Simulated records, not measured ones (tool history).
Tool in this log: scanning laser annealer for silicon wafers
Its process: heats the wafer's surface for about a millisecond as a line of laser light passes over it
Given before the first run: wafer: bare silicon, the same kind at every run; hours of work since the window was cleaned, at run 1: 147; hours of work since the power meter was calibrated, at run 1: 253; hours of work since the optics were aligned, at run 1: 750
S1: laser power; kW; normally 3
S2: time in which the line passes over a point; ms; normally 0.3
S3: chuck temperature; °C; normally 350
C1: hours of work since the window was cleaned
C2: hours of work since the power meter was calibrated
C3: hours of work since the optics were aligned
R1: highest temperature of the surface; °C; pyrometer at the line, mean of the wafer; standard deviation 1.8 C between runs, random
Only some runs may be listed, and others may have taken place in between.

run,hour,S1,S2,S3,C1,C2,C3,R1
1,0,3,0.3,350,147,253,750,1043
2,18.1,2.658,0.3,350,156,261,759,964
3,30.3,2.658,0.3,350,162,267,765,966
4,49.8,3,0.3,350,171,277,775,1046
5,66.9,3,0.3,350,179,285,783,1044
6,95.4,3,0.219,350,193,299,797,938
7,110.1,3,0.219,350,200,306,804,943
8,126.2,3.136,0.211,342,208,314,812,946
9,151,3,0.333,350,220,326,824,1080
10,172.1,2.898,0.233,350,230,336,834,937
11,193.1,2.898,0.233,350,241,347,844,938
12,218.9,2.636,0.219,322,253,359,857,840

What if the next run were any one of these 4? Each begins from the tool's condition after run 12:
A,237.3,2.636,0.296,348,262,368,866,?
B,237.3,2.878,0.315,350,262,368,866,?
C,237.3,3.156,0.3,350,262,368,866,?
D,237.3,3.206,0.371,372,262,368,866,?

run,R1
A,950
B,1026
C,1075
D,1191
Had the tool no hidden state, the same runs would have come out as:
run,R1
A,967
B,1045
C,1095
D,1214
